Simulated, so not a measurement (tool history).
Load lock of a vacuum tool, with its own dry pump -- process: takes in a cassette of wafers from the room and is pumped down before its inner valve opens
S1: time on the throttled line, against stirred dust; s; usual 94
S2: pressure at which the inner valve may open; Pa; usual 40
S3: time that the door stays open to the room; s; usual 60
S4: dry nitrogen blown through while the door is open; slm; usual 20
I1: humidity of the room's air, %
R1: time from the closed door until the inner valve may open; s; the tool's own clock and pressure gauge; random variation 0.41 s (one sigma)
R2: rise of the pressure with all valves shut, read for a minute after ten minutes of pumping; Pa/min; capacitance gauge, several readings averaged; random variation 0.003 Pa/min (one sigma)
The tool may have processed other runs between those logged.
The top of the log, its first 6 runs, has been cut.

run	hour	S1	S2	S3	S4	I1	R1	R2
7	2201.8	94	40	60	4	41.5	123.6	0.033
8	2728.8	94	40	60	4	40.6	123.1	0.026
9	3170.3	94	40	60	4	43.5	123.8	0.025
10	3418.9	94	40	60	4	47.4	123.8	0.025
11	3793.2	94	40	60	20	43.9	123.6	0.02
12	4170	71	40	60	20	42.9	102.3	0.02
13	4421.3	94	34	60	20	47.1	124.4	0.018
14	4870	94	55	60	20	47.9	122.6	0.021
15	5386	94	55	60	20	45.4	122.6	0.018
16	5628.7	94	55	60	20	43.1	122.3	0.016
17	5877.8	94	55	60	20	46.6	122	0.021
18	6390.8	94	55	60	20	47.1	121.5	0.018
19	6669.5	94	68	60	20	43.5	122.2	0.017
20	7227.6	94	68	60	20	41.4	120.5	0.017
21	7517.5	107	58	178	15	47.2	134	0.038
22	8005.6	107	58	178	15	48.5	133.8	0.04
23	8497.2	107	58	178	15	45.2	132.8	0.032
24	8873.8	107	58	178	15	46.8	133.4	0.032
25	9224.4	72	40	60	20	43.7	103.9	0.018
26	9762.4	72	41	223	20	40.8	103.1	0.036

The next listed run, before its measurement:
27	10098.9	72	41	223	20	46.8	?	?

R1: 103.4 s
R2: 0.037 Pa/min
Take away the tool's hidden state, keep the run-to-run variation as it was, and the same run would have given R1 103.3 s, R2 0.036 Pa/min.
